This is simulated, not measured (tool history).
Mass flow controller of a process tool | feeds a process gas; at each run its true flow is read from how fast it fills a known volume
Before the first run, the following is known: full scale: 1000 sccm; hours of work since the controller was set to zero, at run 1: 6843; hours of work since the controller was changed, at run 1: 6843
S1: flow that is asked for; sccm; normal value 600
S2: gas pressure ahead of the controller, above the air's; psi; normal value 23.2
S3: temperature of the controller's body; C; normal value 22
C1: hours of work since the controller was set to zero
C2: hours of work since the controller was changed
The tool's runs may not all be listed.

Run 1, hour 0: usual settings; C1 6843; C2 6843. Result: true flow (%) 99.2.
At hour 80.2: controller exchanged for a calibrated one.
Run 2, hour 105.2: usual settings but S3 36 C; C1 17; C2 17. Result: true flow (%) 100.12.
Run 3, hour 178.3: usual settings but S2 26 psi; C1 65; C2 65. Result: true flow (%) 99.17.
Run 4, hour 237.3: usual settings; C1 105; C2 105. Result: true flow (%) 99.18.
Run 5, hour 331.5: usual settings but S1 132 sccm; C1 168; C2 168. Result: true flow (%) 98.57.
Run 6, hour 437.3: usual settings but S1 110 sccm; C1 238; C2 238. Result: true flow (%) 98.43.
Run 7, hour 500: usual settings; C1 280; C2 280. Result: true flow (%) 99.09.
Run 8, hour 571.6: usual settings; C1 328; C2 328. Result: true flow (%) 99.27.
Run 9, hour 618.4: usual settings; C1 359; C2 359. Result: true flow (%) 99.13.
Run 10, hour 711.6: usual settings but S1 303 sccm, S2 36.4 psi, S3 30 C; C1 421; C2 421. Result: true flow (%) 99.81.
Run 11, hour 757.3: usual settings but S2 35.5 psi, S3 38 C; C1 452; C2 452. Result: true flow (%) 100.84.
Run 12, hour 809.1: usual settings but S2 20.3 psi, S3 21 C; C1 486; C2 486. Result: true flow (%) 99.
Run 13, hour 892.4: usual settings but S1 117 sccm, S3 31 C; C1 542; C2 542. Result: true flow (%) 99.32.
Run 14, hour 939.4: usual settings but S1 117 sccm, S3 31 C; C1 573; C2 573. Result: true flow (%) 99.29.
Run 15, hour 1019.9: usual settings but S1 117 sccm, S3 31 C; C1 627; C2 627. Result: true flow (%) 99.22.
Run 16, hour 1124.5: usual settings but S1 117 sccm, S3 31 C; C1 697; C2 697. Result: true flow (%) 99.39.
Run 17, hour 1215.5: usual settings but S1 117 sccm, S2 24.1 psi, S3 31 C; C1 757; C2 757. Result: true flow (%) 99.38.

3 options for the next run, each taken on its own from the tool as it stands now. Forecast them:
Run A, hour 1311.9: usual settings but S1 138 sccm, S2 25.8 psi, S3 33 C; C1 822; C2 822. Result: true flow (%) ?.
Run B, hour 1311.9: usual settings but S2 29.7 psi, S3 31 C; C1 822; C2 822. Result: true flow (%) ?.
Run C, hour 1311.9: usual settings but S1 958 sccm, S3 31 C; C1 822; C2 822. Result: true flow (%) ?.

run  true flow (%)
  A          99.46
  B         100.15
  C         100.29
What these runs would have given with no unlogged condition in the tool:
run  true flow (%)
  A          99.46
  B         100.14
  C         100.29
